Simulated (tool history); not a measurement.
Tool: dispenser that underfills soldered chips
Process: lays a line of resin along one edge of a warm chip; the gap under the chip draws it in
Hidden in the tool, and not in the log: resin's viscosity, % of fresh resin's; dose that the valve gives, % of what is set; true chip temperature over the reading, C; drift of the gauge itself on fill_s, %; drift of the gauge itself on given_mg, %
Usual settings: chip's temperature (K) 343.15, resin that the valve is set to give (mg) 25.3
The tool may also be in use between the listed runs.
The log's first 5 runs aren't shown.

run,hour,chip's temperature (K),resin that the valve is set to give (mg),hours of work since the syringe was changed,hours of work since the valve was cleaned,hours of work since the stage was calibrated,time until the resin shows at the far edge (s),resin that the valve gave (mg)
6,18.5,333.15,25.3,5,76,84,157.4,24.61
# hour 19.6: new syringe of resin
7,20.8,343.15,30.5,1,77,86,72.3,29.58
8,25.8,343.15,30.5,4,81,89,92.8,29.68
# hour 27.9: new syringe of resin
9,29.2,343.15,30.5,1,83,91,73.5,29.39
10,32.7,343.15,30.5,3,85,93,85.0,29.64
# hour 36.2: new syringe of resin
# hour 37.6: dispensing valve cleaned and set on the balance
11,38.7,343.15,30.5,1,1,96,73.5,30.51
12,43.4,343.15,30.5,4,4,99,92.7,30.44
# hour 45.6: new syringe of resin
13,47.4,343.15,25.3,1,6,102,74.8,25.11
14,49.8,343.15,25.8,3,8,103,84.7,25.75
15,53.3,343.15,25.8,5,10,106,101.7,25.82
# hour 53.8: new syringe of resin
16,58.1,343.15,25.3,3,13,109,84.1,25.30
17,60.5,343.15,25.3,4,15,110,93.8,25.19
# hour 62.3: new syringe of resin
18,64.0,343.15,25.3,1,17,112,73.4,25.23

What will run 19 give?
19,67.5,343.15,25.3,3,19,115,?,?

{"run 19": {"time until the resin shows at the far edge (s)": 86.5, "resin that the valve gave (mg)": 24.95}}
If the tool had no hidden condition, the same run with the same run-to-run variation would have returned time until the resin shows at the far edge (s) 68.4, resin that the valve gave (mg) 25.13.
